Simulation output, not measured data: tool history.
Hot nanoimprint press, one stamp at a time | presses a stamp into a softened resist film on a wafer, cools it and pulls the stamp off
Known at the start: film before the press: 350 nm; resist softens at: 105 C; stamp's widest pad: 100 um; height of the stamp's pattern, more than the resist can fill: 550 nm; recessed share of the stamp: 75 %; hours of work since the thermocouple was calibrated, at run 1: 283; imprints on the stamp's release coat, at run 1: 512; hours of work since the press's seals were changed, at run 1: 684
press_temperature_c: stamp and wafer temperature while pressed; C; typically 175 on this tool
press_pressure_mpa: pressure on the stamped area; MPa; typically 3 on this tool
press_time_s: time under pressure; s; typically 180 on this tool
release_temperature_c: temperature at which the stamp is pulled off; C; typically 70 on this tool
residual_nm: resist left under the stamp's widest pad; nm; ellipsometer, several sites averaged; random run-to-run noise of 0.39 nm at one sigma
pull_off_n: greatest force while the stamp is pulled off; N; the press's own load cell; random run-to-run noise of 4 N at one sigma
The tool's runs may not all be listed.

run	hour	press_temperature_c	press_pressure_mpa	press_time_s	release_temperature_c	hours of work since the thermocouple was calibrated	imprints on the stamp's release coat	hours of work since the press's seals were changed	residual_nm	pull_off_n
1	0	175	3	180	70	283	512	684	142.9	221
2	23.2	175	3	180	70	297	571	697	142	213
3	50	175	3	180	61	313	640	713	142.9	238
4	64.6	171	3	180	61	322	677	722	161.3	245
5	91.6	171	3	180	61	338	746	738	161.4	253
6	121.6	171	3	180	61	356	823	756	161.2	242
7	140.1	169	3	180	61	367	871	767	171.9	250
# hour 162.2: stamp cleaned and given a new release coat
8	164.4	169	1.88	180	61	378	6	778	204.7	199
9	179.4	169	1.88	180	61	387	44	787	204.9	211
# hour 189.3: plate thermocouple calibrated
10	196.1	169	1.88	180	61	4	79	795	214.8	219
11	212.8	169	1.92	223	61	14	122	805	198.6	211
12	237.5	172	3	180	78	29	185	820	163.3	188
13	266.5	171	3	243	70	46	260	838	150.4	206
14	292	175	2.24	194	70	61	325	853	163.6	206
15	319.4	179	3	180	70	78	395	869	131.6	217
16	351.4	179	3	180	74	97	477	888	130.8	215
17	368.8	173	3.41	91	78	107	522	899	192	210

4 ways to go on from here, each from the tool as it stands after run 17. What would each give?
A	385.6	185	3	180	70	117	565	909	?	?
B	385.6	165	3	180	63	117	565	909	?	?
C	385.6	179	4.06	180	71	117	565	909	?	?
D	385.6	172	3.37	91	71	117	565	909	?	?

run	residual_nm	pull_off_n
A	109.1	231
B	202.7	236
C	114.2	221
D	197.3	219
What these runs would have given with no unlogged condition in the tool:
run	residual_nm	pull_off_n
A	106.6	201
B	199.2	204
C	110.6	192
D	193.3	190
